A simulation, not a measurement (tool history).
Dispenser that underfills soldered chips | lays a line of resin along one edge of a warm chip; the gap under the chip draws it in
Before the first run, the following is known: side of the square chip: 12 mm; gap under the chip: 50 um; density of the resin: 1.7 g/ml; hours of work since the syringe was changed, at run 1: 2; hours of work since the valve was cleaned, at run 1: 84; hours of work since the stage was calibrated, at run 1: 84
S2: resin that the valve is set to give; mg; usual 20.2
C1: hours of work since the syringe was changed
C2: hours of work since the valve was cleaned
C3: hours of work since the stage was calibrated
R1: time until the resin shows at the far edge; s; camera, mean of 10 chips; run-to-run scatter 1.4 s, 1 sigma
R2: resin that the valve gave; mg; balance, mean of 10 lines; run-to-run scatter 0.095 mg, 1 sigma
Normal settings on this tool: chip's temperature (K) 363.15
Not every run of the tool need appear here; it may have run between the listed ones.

{"run": 1, "day": 0.0, "chip's temperature (K)": 363.15, "S2": 20.2, "C1": 2, "C2": 84, "C3": 84, "R1": 154.6, "R2": 19.14}
{"run": 2, "day": 0.271, "chip's temperature (K)": 363.15, "S2": 20.2, "C1": 6, "C2": 88, "C3": 88, "R1": 200.6, "R2": 19.25}
{"day": 0.304, "done": "new syringe of resin"}
{"run": 3, "day": 0.4, "chip's temperature (K)": 363.15, "S2": 20.2, "C1": 2, "C2": 90, "C3": 90, "R1": 149.9, "R2": 19.13}
{"run": 4, "day": 0.583, "chip's temperature (K)": 363.15, "S2": 20.2, "C1": 4, "C2": 93, "C3": 93, "R1": 178.5, "R2": 19.0}
{"day": 0.712, "done": "new syringe of resin"}
{"run": 5, "day": 0.738, "chip's temperature (K)": 363.15, "S2": 20.2, "C1": 0, "C2": 95, "C3": 95, "R1": 143.3, "R2": 19.01}
{"run": 6, "day": 0.862, "chip's temperature (K)": 363.15, "S2": 20.2, "C1": 2, "C2": 97, "C3": 97, "R1": 163.4, "R2": 18.94}
{"run": 7, "day": 1.054, "chip's temperature (K)": 363.15, "S2": 18.5, "C1": 5, "C2": 100, "C3": 100, "R1": 196.9, "R2": 17.53}
{"day": 1.133, "done": "new syringe of resin"}
{"run": 8, "day": 1.312, "chip's temperature (K)": 363.15, "S2": 18.5, "C1": 3, "C2": 104, "C3": 104, "R1": 169.4, "R2": 17.43}
{"run": 9, "day": 1.45, "chip's temperature (K)": 363.15, "S2": 18.5, "C1": 5, "C2": 106, "C3": 106, "R1": 190.7, "R2": 17.22}
{"day": 1.546, "done": "new syringe of resin"}
{"run": 10, "day": 1.692, "chip's temperature (K)": 363.15, "S2": 18.5, "C1": 2, "C2": 110, "C3": 110, "R1": 161.2, "R2": 17.32}
{"run": 11, "day": 1.929, "chip's temperature (K)": 357.15, "S2": 18.5, "C1": 6, "C2": 114, "C3": 114, "R1": 251.8, "R2": 17.24}
{"day": 1.958, "done": "new syringe of resin"}
{"run": 12, "day": 2.188, "chip's temperature (K)": 351.15, "S2": 21.1, "C1": 4, "C2": 118, "C3": 118, "R1": 261.2, "R2": 19.57}
{"day": 2.371, "done": "new syringe of resin"}
{"run": 13, "day": 2.383, "chip's temperature (K)": 362.15, "S2": 26.2, "C1": 0, "C2": 121, "C3": 121, "R1": 143.1, "R2": 24.44}
{"run": 14, "day": 2.596, "chip's temperature (K)": 365.15, "S2": 18.9, "C1": 4, "C2": 124, "C3": 124, "R1": 163.1, "R2": 17.64}
{"day": 2.8, "done": "new syringe of resin"}
{"run": 15, "day": 2.871, "chip's temperature (K)": 365.15, "S2": 20.7, "C1": 1, "C2": 128, "C3": 128, "R1": 134.5, "R2": 19.0}
{"run": 16, "day": 3.054, "chip's temperature (K)": 365.15, "S2": 23.9, "C1": 4, "C2": 131, "C3": 131, "R1": 159.3, "R2": 22.05}
{"day": 3.221, "done": "new syringe of resin"}
{"run": 17, "day": 3.275, "chip's temperature (K)": 368.15, "S2": 21.4, "C1": 1, "C2": 134, "C3": 134, "R1": 123.4, "R2": 19.54}

Below are 4 alternative next runs, each starting from the tool's condition after run 17. Predict each:
{"day": 3.412, "done": "dispensing valve cleaned and set on the balance"}
{"run": "A", "day": 3.483, "chip's temperature (K)": 373.15, "S2": 20.2, "C1": 4, "C2": 1, "C3": 137, "R1": "?", "R2": "?"}
{"day": 3.412, "done": "dispensing valve cleaned and set on the balance"}
{"run": "B", "day": 3.483, "chip's temperature (K)": 363.15, "S2": 19.1, "C1": 4, "C2": 1, "C3": 137, "R1": "?", "R2": "?"}
{"day": 3.412, "done": "dispensing valve cleaned and set on the balance"}
{"run": "C", "day": 3.483, "chip's temperature (K)": 367.15, "S2": 25.8, "C1": 4, "C2": 1, "C3": 137, "R1": "?", "R2": "?"}
{"day": 3.412, "done": "dispensing valve cleaned and set on the balance"}
{"run": "D", "day": 3.483, "chip's temperature (K)": 349.15, "S2": 17.4, "C1": 4, "C2": 1, "C3": 137, "R1": "?", "R2": "?"}

run=A R1=125.3 R2=20.12
run=B R1=170.3 R2=19.02
run=C R1=147.0 R2=25.70
run=D R1=282.1 R2=17.31
Stripped of hidden state, with their random variation kept, the same runs would have yielded:
run=A R1=100.7 R2=20.20
run=B R1=136.8 R2=19.10
run=C R1=118.0 R2=25.81
run=D R1=227.0 R2=17.38
